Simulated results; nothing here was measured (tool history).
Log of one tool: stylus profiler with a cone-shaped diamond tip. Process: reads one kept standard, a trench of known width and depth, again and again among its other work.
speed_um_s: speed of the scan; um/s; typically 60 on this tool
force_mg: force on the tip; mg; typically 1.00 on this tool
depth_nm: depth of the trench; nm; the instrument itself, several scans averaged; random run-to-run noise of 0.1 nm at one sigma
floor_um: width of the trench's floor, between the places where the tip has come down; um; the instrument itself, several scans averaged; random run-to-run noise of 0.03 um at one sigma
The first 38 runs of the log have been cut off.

{"run": 39, "day": 23.508, "speed_um_s": 21, "force_mg": 0.57, "depth_nm": 100.32, "floor_um": 98.31}
{"run": 40, "day": 24.212, "speed_um_s": 116, "force_mg": 1.01, "depth_nm": 100.75, "floor_um": 97.41}
{"run": 41, "day": 24.788, "speed_um_s": 116, "force_mg": 1.01, "depth_nm": 100.47, "floor_um": 97.4}
{"run": 42, "day": 25.375, "speed_um_s": 128, "force_mg": 1.45, "depth_nm": 100.78, "floor_um": 97.53}
{"run": 43, "day": 25.925, "speed_um_s": 56, "force_mg": 0.82, "depth_nm": 100.48, "floor_um": 97.9}
{"run": 44, "day": 26.721, "speed_um_s": 157, "force_mg": 2.15, "depth_nm": 100.82, "floor_um": 97.52}
{"run": 45, "day": 27.429, "speed_um_s": 74, "force_mg": 1.32, "depth_nm": 100.64, "floor_um": 97.93}
{"run": 46, "day": 27.879, "speed_um_s": 88, "force_mg": 0.92, "depth_nm": 100.59, "floor_um": 97.66}
{"run": 47, "day": 28.571, "speed_um_s": 179, "force_mg": 2.56, "depth_nm": 101.17, "floor_um": 97.41}

Each row is a separate what-if for the run after 47, all from the same tool condition, not one after another. Results?
{"run": "A", "day": 29.158, "speed_um_s": 60, "force_mg": 2.41, "depth_nm": "?", "floor_um": "?"}
{"run": "B", "day": 29.158, "speed_um_s": 23, "force_mg": 1.14, "depth_nm": "?", "floor_um": "?"}
{"run": "C", "day": 29.158, "speed_um_s": 179, "force_mg": 1.2, "depth_nm": "?", "floor_um": "?"}

run=A depth_nm=100.91 floor_um=98.20
run=B depth_nm=100.43 floor_um=98.33
run=C depth_nm=100.73 floor_um=96.87
Without the tool's hidden state the same runs would have given:
run=A depth_nm=100.86 floor_um=98.21
run=B depth_nm=100.39 floor_um=98.35
run=C depth_nm=100.68 floor_um=96.88
